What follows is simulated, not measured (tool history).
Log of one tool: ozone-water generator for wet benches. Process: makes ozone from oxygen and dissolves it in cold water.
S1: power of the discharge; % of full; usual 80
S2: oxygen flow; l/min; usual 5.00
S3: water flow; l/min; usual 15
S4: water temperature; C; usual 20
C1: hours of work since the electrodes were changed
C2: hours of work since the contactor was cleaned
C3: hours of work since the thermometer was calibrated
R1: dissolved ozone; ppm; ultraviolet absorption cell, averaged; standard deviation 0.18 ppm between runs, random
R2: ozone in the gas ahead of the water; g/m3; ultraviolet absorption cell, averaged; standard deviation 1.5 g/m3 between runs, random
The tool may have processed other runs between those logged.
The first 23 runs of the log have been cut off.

run,hour,S1,S2,S3,S4,C1,C2,C3,R1,R2
24,2855.3,80,6.13,12,20,2565,498,2719,28.5,253.0
25,2930.1,46,5.00,15,12,2616,548,2769,19.6,192.7
26,3092.8,55,4.06,10,19,2726,658,2879,25.7,229.5
27,3188.1,80,7.47,18,20,2791,723,2944,22.2,239.8
28,3344.6,42,5.00,15,27,2897,829,3050,14.5,183.3
29,3451.5,91,5.00,10,13,2969,901,3122,39.2,292.4
30,3585.0,80,3.33,15,17,3059,991,3212,22.9,306.7
31,3691.7,80,5.00,12,27,3131,1063,3284,24.5,269.0
32,3861.0,80,5.00,12,27,3246,1178,3399,24.5,269.6
33,4003.2,80,5.00,12,27,3342,1274,3495,23.9,270.8
34,4126.5,80,2.84,12,27,3426,1358,3579,22.7,320.2

What if the next run were any one of these 3? Each begins from the tool's condition after run 34:
A,4201.4,52,5.00,15,21,3476,1408,3629,?,?
B,4201.4,56,2.65,19,27,3476,1408,3629,?,?
C,4201.4,80,5.30,23,19,3476,1408,3629,?,?

run,R1,R2
A,17.9,207.0
B,12.0,265.3
C,16.9,265.0
Take away the tool's hidden state, keep each run's random variation, and the runs would have read:
run,R1,R2
A,18.7,212.9
B,12.6,273.4
C,17.9,275.2

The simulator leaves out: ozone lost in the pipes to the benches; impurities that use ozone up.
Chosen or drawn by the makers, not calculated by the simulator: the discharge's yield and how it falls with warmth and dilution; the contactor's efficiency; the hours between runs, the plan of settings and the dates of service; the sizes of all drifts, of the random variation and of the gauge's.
